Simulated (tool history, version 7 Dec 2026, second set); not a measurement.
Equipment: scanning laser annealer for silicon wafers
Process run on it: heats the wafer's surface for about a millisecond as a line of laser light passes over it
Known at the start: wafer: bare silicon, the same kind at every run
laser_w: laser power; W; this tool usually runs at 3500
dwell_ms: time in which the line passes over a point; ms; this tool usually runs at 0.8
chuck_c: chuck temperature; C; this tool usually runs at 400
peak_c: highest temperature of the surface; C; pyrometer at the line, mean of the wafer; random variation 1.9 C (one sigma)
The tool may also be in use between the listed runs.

run   hour  laser_w  dwell_ms  chuck_c  peak_c
  1      0     3500       0.8      400    1120
  2      9     3500       0.8      400    1115
  3   17.7     3500       0.8      400    1121
  4     30     3012       0.8      400     991
  5   41.1     3012     0.867      400    1017
  6     56     3500       0.8      400    1111
  7   69.5     3470       0.8      400    1105
  8   79.8     3470       0.8      400    1103
  9   95.2     3470       0.8      400    1104
 10  107.1     3470       0.8      400    1102
 11  118.4     3470       0.8      400    1099
 12  127.5     3500       0.8      400    1109
 13  136.6     3500       0.8      400    1109
 14  148.5     3500       0.8      400    1108
     154.2  -- optics aligned, line set to its width
 15  162.2     3500       0.8      429    1132
 16  170.5     3500       0.8      400    1101
 17  181.5     3500       0.8      400    1104
 18  193.9     3500       0.8      400    1098
 19  205.7     3500       0.8      400    1100
     223.7  -- optics aligned, line set to its width, once more
 20  224.3     3076       0.8      400    1007
 21  236.6     3076       0.8      400    1001
 22  246.8     3616     0.571      379     992
 23  263.3     3224     0.917      412    1099
 24  273.5     3224     0.917      412    1099
 25  281.5     3274       0.8      400    1046
 26  297.1     3060       0.8      400     991
 27    315     3317     0.953      400    1122
 28  325.4     3317     0.811      400    1059
 29  333.1     3500     0.612      422    1024
 30    341     3500     0.612      422    1023
 31  357.8     3440     0.829      411    1111
 32  375.8     3440     0.829      411    1108
 33  384.3     3403     0.704      400    1028
 34  399.5     3500      0.67      435    1067
 35  412.1     3500     0.792      369    1059
 36  423.9     3500     0.733      363    1023
     427.4  -- window over the wafer cleaned
 37  433.5     3500     0.733      363    1074
 38  448.2     3500     0.733      363    1077
 39  455.9     3242     0.589      372     942
 40  470.5     3391     0.663      365    1009
 41  481.1     3134     0.666      432    1017
 42  491.7     3778     0.766      373    1171

Here are 3 independent what-if runs from the current tool condition. What would each one return?
  A  503.5     3500     0.998      404       ?
  B  503.5     3780     0.886      393       ?
  C  503.5     3190       0.8      400       ?

run  peak_c
  A    1241
  B    1259
  C    1061
Stripped of hidden state, with their random variation kept, the same runs would have yielded:
run  peak_c
  A    1255
  B    1274
  C    1072
